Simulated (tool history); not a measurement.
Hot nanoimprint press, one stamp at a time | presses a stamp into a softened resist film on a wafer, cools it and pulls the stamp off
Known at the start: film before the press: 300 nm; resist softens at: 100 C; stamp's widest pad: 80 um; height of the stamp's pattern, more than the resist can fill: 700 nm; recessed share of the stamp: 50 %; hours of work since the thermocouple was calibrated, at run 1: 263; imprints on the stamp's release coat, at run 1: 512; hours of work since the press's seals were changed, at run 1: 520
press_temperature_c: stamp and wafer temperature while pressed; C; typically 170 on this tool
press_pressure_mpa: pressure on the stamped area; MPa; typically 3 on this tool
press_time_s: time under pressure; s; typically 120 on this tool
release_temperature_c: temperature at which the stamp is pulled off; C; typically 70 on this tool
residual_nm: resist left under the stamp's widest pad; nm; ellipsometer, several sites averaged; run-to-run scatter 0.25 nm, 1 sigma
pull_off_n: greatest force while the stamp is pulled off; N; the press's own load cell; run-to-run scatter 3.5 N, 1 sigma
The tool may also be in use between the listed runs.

run,hour,press_temperature_c,press_pressure_mpa,press_time_s,release_temperature_c,hours of work since the thermocouple was calibrated,imprints on the stamp's release coat,hours of work since the press's seals were changed,residual_nm,pull_off_n
1,0,170,3,120,70,263,512,520,106.2,198
2,17.6,170,3,120,56,276,575,533,106.4,254
3,26.9,170,3,120,70,283,608,540,106.1,205
4,37.9,170,3,120,70,292,647,548,106,216
5,46.4,170,3,120,70,298,678,554,105.1,211
6,61.9,170,3,120,70,310,733,566,105.6,213
7,78.6,170,3,120,70,322,793,578,105.4,219
8,91.4,170,3,120,70,332,839,588,105.9,233
9,108.8,159,3,120,70,345,901,601,177.1,223
10,122.9,172,2.85,118,78,355,951,611,98.4,200
11,138.3,172,2.85,176,78,367,1006,623,83.9,201
12,152.4,170,3,199,73,377,1056,633,86.1,226
13,162.5,179,1.96,60,74,385,1092,641,113.7,223
14,176.7,168,4.01,172,59,395,1143,652,86.9,289
15,193.2,168,4.01,146,67,407,1202,664,92.6,266
16,210,166,3.41,146,68,420,1262,676,111,270
17,217.5,172,1.87,120,60,426,1289,682,121.3,309

Below, some changes in residual_nm between adjacent runs. For each, the amount present without the hidden state too (settings, incoming material, random variation) and the amount remaining for the hidden state with gauge scatter not shared by both compared results:
Hidden conditions of the tool in this case: true temperature over the reading, C; pressure that arrives at the usual setting, %; grip of the stamp's worn release coat, % over a new coat's; drift of the gauge itself on residual_nm, %; drift of the gauge itself on pull_off_n, %.
Run 8 -> 9: press_temperature_c 170 -> 159. residual_nm +71.2 nm: hidden state -1.8, all else +73.
Run 9 -> 10: press_temperature_c 159 -> 172, press_pressure_mpa 3 -> 2.85, press_time_s 120 -> 118, release_temperature_c 70 -> 78. residual_nm -78.7 nm: hidden state +1.8, all else -80.5.
